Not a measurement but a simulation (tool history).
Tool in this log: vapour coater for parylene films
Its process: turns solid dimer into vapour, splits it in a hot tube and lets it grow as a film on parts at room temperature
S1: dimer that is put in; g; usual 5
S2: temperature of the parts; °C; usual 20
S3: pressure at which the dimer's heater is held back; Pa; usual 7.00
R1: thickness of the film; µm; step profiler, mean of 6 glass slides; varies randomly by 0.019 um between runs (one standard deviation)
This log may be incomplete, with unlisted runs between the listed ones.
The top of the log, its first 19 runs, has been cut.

| run | hour | S1 | S2 | S3 | R1 |
|---|---|---|---|---|---|
| 20 | 349.5 | 5 | 12 | 2.29 | 2.10 |
| 21 | 365.3 | 5 | 20 | 2.10 | 1.82 |
| 22 | 387.8 | 4 | 20 | 8.02 | 1.24 |
| 23 | 399.8 | 2 | 14 | 8.35 | 0.80 |
| 24 | 411.8 | 8 | 17 | 2.52 | 3.19 |
| 25 | 426.9 | 7 | 32 | 7.00 | 1.25 |
| 26 | 448.4 | 2 | 15 | 6.40 | 0.79 |
| 27 | 470.2 | 4 | 26 | 5.35 | 0.97 |
| 28 | 493.8 | 4 | 26 | 5.35 | 0.96 |
| 29 | 505.1 | 6 | 17 | 6.94 | 2.04 |
| 30 | 529.5 | 5 | 29 | 5.65 | 1.05 |
| 31 | 543.7 | 5 | 29 | 5.65 | 1.05 |

Forecast each of these 3 alternatives for the next run:
| A | 558.2 | 3 | 14 | 2.60 | ? |
| B | 558.2 | 5 | 22 | 9.54 | ? |
| C | 558.2 | 5 | 23 | 3.81 | ? |

| run | R1 |
|---|---|
| A | 1.22 |
| B | 1.31 |
| C | 1.41 |
The same runs, with their run-to-run variation unchanged, on a tool lacking any hidden condition would have given:
| run | R1 |
|---|---|
| A | 1.34 |
| B | 1.48 |
| C | 1.60 |
